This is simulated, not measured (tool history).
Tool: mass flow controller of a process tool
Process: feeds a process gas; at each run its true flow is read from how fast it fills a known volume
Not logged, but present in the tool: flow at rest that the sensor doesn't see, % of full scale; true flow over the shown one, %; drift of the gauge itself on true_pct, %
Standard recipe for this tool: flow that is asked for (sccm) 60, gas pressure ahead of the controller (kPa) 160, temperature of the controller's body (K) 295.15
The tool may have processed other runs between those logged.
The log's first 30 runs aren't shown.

run      day  flow that is asked for (sccm)  gas pressure ahead of the controller (kPa)  temperature of the controller's body (K)  hours of work since the controller was set to zero  hours of work since the controller was changed  true flow (%)
 31   61.679                             80                                         160                                    295.15                                                1503                                            1503          99.76
 32   63.475                             12                                         231                                    307.15                                                1537                                            1537         100.45
 33   66.654                             36                                         236                                    309.15                                                1598                                            1598         100.62
 34   69.042                             21                                         227                                    301.15                                                1643                                            1643         100.15
 35   71.712                             21                                         227                                    301.15                                                1694                                            1694         100.41
 36   74.712                             21                                         191                                    303.15                                                1751                                            1751         100.39
 37    76.15                             21                                         191                                    303.15                                                1779                                            1779          100.1
 38   79.279                             21                                         205                                    296.15                                                1839                                            1839         100.07
 39   81.808                             21                                         205                                    296.15                                                1887                                            1887         100.16
 40   84.525                             21                                         205                                    296.15                                                1939                                            1939         100.18
 41   87.288                             60                                         256                                    299.15                                                1991                                            1991         100.92
 42   90.175                             60                                         160                                    303.15                                                2046                                            2046         100.32
 43   92.604                             93                                         160                                    309.15                                                2093                                            2093         100.85
 44   95.183                             93                                         160                                    309.15                                                2142                                            2142         100.92
 45    96.65                             43                                         262                                    309.15                                                2170                                            2170         101.47
 46   98.017                             27                                         160                                    295.15                                                2196                                            2196          99.98
 47  101.046                             60                                         160                                    295.15                                                2254                                            2254         100.33
 48  102.771                             60                                         160                                    302.15                                                2287                                            2287         100.55
 49  105.192                             60                                         160                                    302.15                                                2333                                            2333         100.68

4 options for the next run, each taken on its own from the tool as it stands now. Forecast them:
  A  107.388                             88                                         160                                    293.15                                                2375                                            2375              ?
  B  107.388                             17                                         254                                    308.15                                                2375                                            2375              ?
  C  107.388                             44                                         175                                    302.15                                                2375                                            2375              ?
  D  107.388                             18                                         160                                    295.15                                                2375                                            2375              ?

run  true flow (%)
  A         100.49
  B         101.51
  C          100.6
  D          100.3
The same runs, with their run-to-run variation unchanged, on a tool lacking any hidden condition would have given:
run  true flow (%)
  A          99.45
  B         100.47
  C          99.56
  D          99.28

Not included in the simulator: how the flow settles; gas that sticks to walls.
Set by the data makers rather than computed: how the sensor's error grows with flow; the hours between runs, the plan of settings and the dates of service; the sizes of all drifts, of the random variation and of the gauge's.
